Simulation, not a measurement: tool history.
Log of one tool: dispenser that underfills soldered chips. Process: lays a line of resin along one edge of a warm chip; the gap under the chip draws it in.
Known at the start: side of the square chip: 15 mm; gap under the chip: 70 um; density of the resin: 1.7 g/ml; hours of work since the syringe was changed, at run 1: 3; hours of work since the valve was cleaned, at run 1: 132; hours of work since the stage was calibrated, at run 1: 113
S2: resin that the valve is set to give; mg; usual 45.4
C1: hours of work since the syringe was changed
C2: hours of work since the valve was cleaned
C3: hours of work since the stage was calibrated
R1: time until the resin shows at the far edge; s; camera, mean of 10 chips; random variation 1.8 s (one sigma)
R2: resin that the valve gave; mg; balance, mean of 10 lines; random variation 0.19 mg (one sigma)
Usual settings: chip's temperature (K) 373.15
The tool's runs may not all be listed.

run 1 hour=0 | chip's_temperature_(K)=373.15 S2=45.4 | C1=3 C2=132 C3=113 | R1=191.3 R2=40.24
-- hour=5 new syringe of resin
-- hour=7.6 dispensing valve cleaned and set on the balance
run 2 hour=8.3 | chip's_temperature_(K)=373.15 S2=45.4 | C1=2 C2=0 C3=119 | R1=183.9 R2=45.61
-- hour=14.9 new syringe of resin
run 3 hour=15.8 | chip's_temperature_(K)=373.15 S2=45.4 | C1=1 C2=6 C3=124 | R1=168.6 R2=45.15
run 4 hour=20.2 | chip's_temperature_(K)=373.15 S2=46.8 | C1=4 C2=9 C3=128 | R1=198.6 R2=46.61
-- hour=23.5 new syringe of resin
run 5 hour=29.7 | chip's_temperature_(K)=373.15 S2=43.1 | C1=5 C2=17 C3=135 | R1=208.2 R2=42.48
-- hour=32.3 new syringe of resin
run 6 hour=37.1 | chip's_temperature_(K)=359.15 S2=45.4 | C1=4 C2=22 C3=140 | R1=338.1 R2=44.37
-- hour=40.7 new syringe of resin
run 7 hour=46.8 | chip's_temperature_(K)=359.15 S2=45.4 | C1=5 C2=29 C3=148 | R1=359.9 R2=44.37
-- hour=49.5 new syringe of resin
run 8 hour=57 | chip's_temperature_(K)=359.15 S2=45.4 | C1=6 C2=37 C3=155 | R1=382.3 R2=43.62
-- hour=58.5 new syringe of resin
run 9 hour=63.7 | chip's_temperature_(K)=378.15 S2=45.4 | C1=4 C2=42 C3=160 | R1=163.5 R2=44.08
-- hour=67 new syringe of resin
run 10 hour=71 | chip's_temperature_(K)=373.15 S2=45.4 | C1=3 C2=47 C3=166 | R1=196.5 R2=43.39
-- hour=75.8 new syringe of resin
run 11 hour=81.4 | chip's_temperature_(K)=373.15 S2=45.4 | C1=4 C2=55 C3=174 | R1=196.9 R2=43.1
-- hour=84.7 new syringe of resin
run 12 hour=87.3 | chip's_temperature_(K)=373.15 S2=45.4 | C1=2 C2=59 C3=178 | R1=181.4 R2=42.91
run 13 hour=92.2 | chip's_temperature_(K)=373.15 S2=45.4 | C1=6 C2=63 C3=182 | R1=215.4 R2=42.89
-- hour=93.2 new syringe of resin
-- hour=101.7 new syringe of resin
run 14 hour=102.5 | chip's_temperature_(K)=373.15 S2=45.4 | C1=1 C2=71 C3=189 | R1=171.8 R2=42.87
run 15 hour=107.9 | chip's_temperature_(K)=362.15 S2=46.5 | C1=5 C2=75 C3=193 | R1=315 R2=43.51
-- hour=110.2 new syringe of resin
run 16 hour=114.8 | chip's_temperature_(K)=359.15 S2=46.6 | C1=4 C2=80 C3=198 | R1=338 R2=43.27
-- hour=119 new syringe of resin
run 17 hour=120.3 | chip's_temperature_(K)=359.15 S2=46.6 | C1=1 C2=84 C3=202 | R1=299.9 R2=42.89
run 18 hour=124.8 | chip's_temperature_(K)=381.15 S2=46.6 | C1=5 C2=88 C3=206 | R1=151.7 R2=43.47
-- hour=127.5 new syringe of resin
run 19 hour=132.9 | chip's_temperature_(K)=366.15 S2=48.7 | C1=4 C2=94 C3=212 | R1=259.1 R2=44.67
-- hour=136.2 new syringe of resin
run 20 hour=141.6 | chip's_temperature_(K)=366.15 S2=48.7 | C1=4 C2=100 C3=218 | R1=260.8 R2=44.6
-- hour=144.8 new syringe of resin
run 21 hour=149 | chip's_temperature_(K)=366.15 S2=48.7 | C1=3 C2=106 C3=224 | R1=248.2 R2=44.29
-- hour=153.3 new syringe of resin
run 22 hour=159 | chip's_temperature_(K)=386.15 S2=40.6 | C1=4 C2=113 C3=231 | R1=129.8 R2=36.5
-- hour=162.1 new syringe of resin
run 23 hour=165.7 | chip's_temperature_(K)=372.15 S2=40.6 | C1=3 C2=118 C3=236 | R1=194.8 R2=36.47
-- hour=171.1 new syringe of resin
run 24 hour=171.9 | chip's_temperature_(K)=386.15 S2=42.1 | C1=1 C2=123 C3=241 | R1=106.3 R2=37.93

Run 25 comes next. What will it give?
-- hour=179.9 new syringe of resin
run 25 hour=181.8 | chip's_temperature_(K)=387.15 S2=38.9 | C1=1 C2=130 C3=248 | R1=? R2=?

R1: 107.6 s
R2: 34.55 mg
Without the tool's hidden state the same run would have given R1 106.4 s, R2 38.94 mg.
